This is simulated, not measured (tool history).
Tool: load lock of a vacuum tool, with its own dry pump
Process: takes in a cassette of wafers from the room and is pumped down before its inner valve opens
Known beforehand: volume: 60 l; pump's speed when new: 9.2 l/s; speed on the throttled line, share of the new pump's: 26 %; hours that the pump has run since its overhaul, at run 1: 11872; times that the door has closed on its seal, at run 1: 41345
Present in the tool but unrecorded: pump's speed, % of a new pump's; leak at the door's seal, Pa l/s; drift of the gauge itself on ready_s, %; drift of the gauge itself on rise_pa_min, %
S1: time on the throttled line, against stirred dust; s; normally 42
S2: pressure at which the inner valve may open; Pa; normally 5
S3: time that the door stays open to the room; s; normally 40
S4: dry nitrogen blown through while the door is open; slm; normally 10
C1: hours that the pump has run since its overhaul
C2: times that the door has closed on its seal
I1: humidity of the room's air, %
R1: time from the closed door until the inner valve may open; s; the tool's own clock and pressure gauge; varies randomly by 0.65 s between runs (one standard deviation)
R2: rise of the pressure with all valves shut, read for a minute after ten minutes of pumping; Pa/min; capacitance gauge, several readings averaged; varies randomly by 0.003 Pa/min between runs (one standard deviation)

run     hour  S1  S2   S3  S4     C1     C2    I1     R1     R2
  1        0  42   5   40  10  11872  41345    41  101.5  0.212
  2    386.9  42   5   40  10  12259  43177    45  102.9   0.22
  3    683.7  42   5   40  10  12556  44582  43.8  103.1  0.223
  4   1061.6  42   5   40  10  12933  46372  43.5  102.5  0.239
  5   1541.9  42   5   40  10  13414  48646  41.6  103.4  0.255
  6   1944.8  42   5   40  10  13817  50554  46.2  102.6  0.276
  7   2239.1  42   5   40  10  14111  51947  47.2  104.7  0.282
  8   2518.3  42   5   40  10  14390  53269    49  103.5  0.294
  9     2801  42   5  123  10  14673  54608  45.8  104.1  0.329
 10   3094.6  42   5  123  10  14966  55998  44.3  105.1  0.337
 11   3387.3  42   5   40  10  15259  57384  41.9  104.7  0.321
 12   3623.1  42   5   40  10  15495  58501    47  106.3  0.327
 13   3911.2  42   5   40  10  15783  59865    46  105.2  0.354
 14   4141.5  42   5   71  10  16013  60955  42.4  106.2  0.364
 15     4610  42   5   71  10  16482  63174  46.4  104.6  0.388
 16   4864.5  42   5   40  10  16736  64378  48.4  106.1  0.392
      4922.5  -- door's seal changed, seat wiped
 17   5128.8  42   7   40  10  16999    977  48.4    103  0.026
 18   5412.3  42   7   40  10  17283   2319  44.7  103.8  0.032
 19   5843.8  42   5   40  10  17714   4362  44.6  107.2  0.029
 20   6075.7  42   5   55   6  17946   5461  43.5  106.4   0.05
 21   6286.8  42   5   55   6  18157   6460  44.2    106   0.05
 22   6572.2  42   5   55   6  18443   7811  46.2    108  0.059
 23   6856.7  42   4   40  33  18727   9158  40.3  109.7  0.038
 24   7221.2  42   6  100  10  19092  10885  46.5  105.1  0.073
 25   7425.2  42   4  152  10  19296  11851  46.5  109.1  0.091
 26   7721.7  42   7  173  10  19592  13254  42.9  105.8  0.099
 27     8167  42   7  173  10  20037  15363  46.6  105.8  0.107
 28   8429.8  42   5   33  26  20300  16607  44.9  109.8  0.059
 29   8870.7  22   5  174  12  20741  18695  47.2   95.2  0.115
 30   9315.2  42   5  134   5  21186  20800  46.6  108.3  0.132
 31   9527.4  42   5  134   5  21398  21804  46.5  108.8  0.132
 32   9949.3  30   5   39  10  21820  23802  48.5  101.8  0.095
 33  10327.6  34   5   32  10  22198  25593  43.7  104.1  0.102
 34  10765.4  38   5   50   6  22636  27666  44.2  107.1  0.128
 35  11021.5  38   5   50   6  22892  28879  46.5  107.3  0.133
     11103.4  -- dry pump taken out, an overhauled one fitted
 36  11337.9  52   5   50   8    234  30349  47.9  104.4  0.144
 37  11629.8  52   9  131   8    526  31730  49.5   99.8  0.178
 38  11872.3  22   4   40  21    769  32879  46.3   84.2  0.138

3 ways to go on from here, each from the tool as it stands after run 38. What would each give?
  A  12205.5  31   5   40  14  1102  34456  40.6   ?   ?
  B  12205.5  42   5  219  10  1102  34456  46.7   ?   ?
  C  12205.5  81   4  111  43  1102  34456  42.3   ?   ?

run     R1     R2
  A   89.9  0.146
  B   98.1  0.208
  C  127.2  0.149
Stripped of hidden state, with their random variation kept, the same runs would have yielded:
run     R1     R2
  A   88.1  0.018
  B   96.3  0.078
  C  125.8   0.02
